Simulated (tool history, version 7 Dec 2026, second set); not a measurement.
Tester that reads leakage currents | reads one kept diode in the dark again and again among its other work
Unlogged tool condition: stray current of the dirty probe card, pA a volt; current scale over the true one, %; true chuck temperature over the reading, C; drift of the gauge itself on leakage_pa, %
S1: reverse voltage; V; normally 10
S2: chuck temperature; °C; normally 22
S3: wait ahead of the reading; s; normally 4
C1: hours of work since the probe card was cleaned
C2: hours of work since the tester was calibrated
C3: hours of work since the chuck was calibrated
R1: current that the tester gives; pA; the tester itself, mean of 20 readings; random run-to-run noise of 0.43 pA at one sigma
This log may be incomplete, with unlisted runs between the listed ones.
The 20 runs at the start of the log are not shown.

run	hour	S1	S2	S3	C1	C2	C3	R1
21	2710.8	2.2	60	3.28	615	1672	1311	734.58
22	2865.2	1	29	0.93	698	1754	1393	60.6
23	3025.4	1	29	0.81	783	1840	1478	60.57
24	3223.2	16.6	21	2.03	888	1945	1584	179.92
25	3314.5	16.6	21	2.03	937	1994	1632	178.67
26	3432.2	16.6	21	2.03	1000	2056	1695	179.49
27	3552.9	3	21	1.43	1064	2120	1759	64.26
28	3648	3	21	1.43	1115	2171	1810	64.45
29	3810.2	5.9	22	7.44	1201	2258	1896	102.64
30	3962.6	5.1	34	6.93	1282	2339	1978	225.46
31	4097.4	2	56	3.72	1354	2410	2049	546.38
32	4288.1	2	56	3.72	1455	2512	2151	545.34
33	4383.4	2	40	1.14	1506	2563	2202	195.38
34	4529.7	10	36	4	1584	2641	2280	387.93
# hour 4602.1: chuck's temperature calibrated
35	4641.5	10	36	4	1643	2699	21	389.39
36	4822.9	2.6	21	4.64	1739	2796	118	58.65
# hour 4929.5: probe card cleaned and baked
37	4951.9	9.6	22	4	12	2863	185	137.77
38	5145.3	9.2	30	1.9	115	2966	288	243.47

3 options for the next run, each taken on its own from the tool as it stands now. Forecast them:
A	5337.1	10	22	9.74	217	3068	390	?
B	5337.1	10	52	0.85	217	3068	390	?
C	5337.1	10	54	4	217	3068	390	?

run	R1
A	140.15
B	1118.16
C	1254.92
Take away the tool's hidden state, keep each run's random variation, and the runs would have read:
run	R1
A	140.1
B	1117.96
C	1254.7

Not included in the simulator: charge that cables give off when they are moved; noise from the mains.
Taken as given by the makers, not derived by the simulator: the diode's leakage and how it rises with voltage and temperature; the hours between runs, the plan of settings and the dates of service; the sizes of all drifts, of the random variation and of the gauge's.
